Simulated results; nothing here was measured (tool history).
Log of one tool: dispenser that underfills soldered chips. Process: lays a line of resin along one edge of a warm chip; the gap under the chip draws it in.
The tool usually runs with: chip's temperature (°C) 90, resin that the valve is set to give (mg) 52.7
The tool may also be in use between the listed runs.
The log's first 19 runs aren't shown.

run   hour  chip's temperature (°C)  resin that the valve is set to give (mg)  hours of work since the syringe was changed  hours of work since the valve was cleaned  hours of work since the stage was calibrated  time until the resin shows at the far edge (s)  resin that the valve gave (mg)
 20   71.3                       90                                      48.3                                           10                                         34                                           118                                           152.1                           47.52
      73.7  -- new syringe of resin
 21   75.6                       98                                      47.1                                            2                                         37                                           121                                            71.0                           46.38
 22   79.4                       96                                      52.7                                            5                                         40                                           124                                            86.0                           51.64
 23   81.9                       96                                      52.7                                            7                                         42                                           126                                            94.4                           51.58
 24   85.4                      100                                      52.7                                            9                                         45                                           129                                            88.6                           51.35
      89.0  -- new syringe of resin
 25   90.5                       76                                      55.9                                            1                                         48                                           132                                           201.7                           55.04
 26   95.6                       82                                      67.2                                            5                                         52                                           136                                           170.3                           66.28
 27   98.4                       82                                      67.2                                            7                                         55                                           139                                           191.2                           66.23
 28  101.8                      104                                      64.9                                           10                                         57                                           141                                            73.2                           63.09
     104.2  -- new syringe of resin
 29  106.8                       90                                      66.7                                            2                                         61                                           145                                           103.1                           64.98
 30  110.6                       87                                      68.0                                            5                                         64                                           148                                           134.4                           66.20
 31  115.7                       87                                      56.0                                            9                                         68                                           152                                           159.2                           54.57
     120.0  -- new syringe of resin
 32  121.3                       87                                      56.0                                            1                                         72                                           156                                           119.1                           54.12
 33  123.8                       87                                      56.0                                            3                                         74                                           158                                           128.7                           54.43
 34  127.9                       87                                      56.0                                            6                                         78                                           162                                           147.6                           53.86

3 ways to go on from here, each from the tool as it stands after run 34. What would each give?
  A  130.3                       87                                      47.2                                            8                                         80                                           164                                               ?                               ?
  B  130.3                       90                                      67.6                                            8                                         80                                           164                                               ?                               ?
  C  130.3                       93                                      52.7                                            8                                         80                                           164                                               ?                               ?

run  time until the resin shows at the far edge (s)  resin that the valve gave (mg)
  A                                           165.1                           45.41
  B                                           138.1                           65.95
  C                                           116.9                           51.23
With no hidden state in the tool, these same runs would have given:
run  time until the resin shows at the far edge (s)  resin that the valve gave (mg)
  A                                           111.1                           46.83
  B                                            93.5                           68.01
  C                                            78.7                           52.83
